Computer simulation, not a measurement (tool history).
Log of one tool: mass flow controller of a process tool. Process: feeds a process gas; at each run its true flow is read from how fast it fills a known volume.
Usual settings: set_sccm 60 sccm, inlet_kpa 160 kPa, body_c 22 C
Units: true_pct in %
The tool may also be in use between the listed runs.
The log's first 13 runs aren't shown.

| run | hour | set_sccm | inlet_kpa | body_c | hours of work since the controller was set to zero | hours of work since the controller was changed | true_pct |
|---|---|---|---|---|---|---|---|
| 14 | 2489.7 | 28 | 160 | 31 | 945 | 6613 | 96.44 |
| 15 | 2650.9 | 28 | 160 | 31 | 1063 | 6731 | 96.75 |
| 16 | 2858.4 | 92 | 160 | 22 | 1216 | 6884 | 97.09 |
| 17 | 3134.6 | 117 | 160 | 22 | 1419 | 7087 | 97.44 |
| 18 | 3258.1 | 60 | 243 | 22 | 1509 | 7177 | 97.29 |
| 19 | 3509.9 | 60 | 243 | 22 | 1694 | 7362 | 97.45 |
| 20 | 3648.2 | 60 | 243 | 22 | 1796 | 7464 | 97.31 |
| 21 | 3867.3 | 35 | 243 | 22 | 1957 | 7625 | 97.61 |
| 22 | 4054.6 | 64 | 177 | 22 | 2094 | 7762 | 97.15 |
| 23 | 4220.3 | 60 | 160 | 23 | 2216 | 7884 | 96.95 |
| 24 | 4480.3 | 22 | 160 | 20 | 2407 | 8075 | 98.54 |
| 25 | 4614.0 | 31 | 216 | 31 | 2505 | 8173 | 97.77 |
| 26 | 4879.4 | 21 | 211 | 22 | 2700 | 8368 | 99.06 |
| 27 | 5088.5 | 21 | 211 | 22 | 2854 | 8522 | 99.31 |
| 28 | 5203.7 | 21 | 211 | 22 | 2938 | 8606 | 99.31 |
| 29 | 5370.8 | 21 | 211 | 22 | 3061 | 8729 | 99.45 |
| 30 | 5632.0 | 21 | 211 | 22 | 3253 | 8921 | 99.77 |
| 31 | 5856.8 | 21 | 211 | 22 | 3418 | 9086 | 99.94 |
| 32 | 5980.8 | 21 | 211 | 22 | 3509 | 9177 | 100.04 |
| 33 | 6148.3 | 21 | 248 | 30 | 3632 | 9300 | 100.02 |
| 34 | 6375.2 | 21 | 248 | 30 | 3798 | 9466 | 100.18 |
| 35 | 6638.6 | 21 | 248 | 30 | 3992 | 9660 | 100.52 |
| 36 | 6823.1 | 74 | 160 | 24 | 4127 | 9795 | 97.22 |
| 37 | 6986.3 | 70 | 217 | 21 | 4247 | 9915 | 97.76 |

Run 38 comes next. What will it give?
| 38 | 7249.4 | 39 | 156 | 23 | 4440 | 10108 | ? |

Run 38 gave true_pct 98.13 %.
Without the tool's hidden state the same run would have given true_pct 96.93 %.
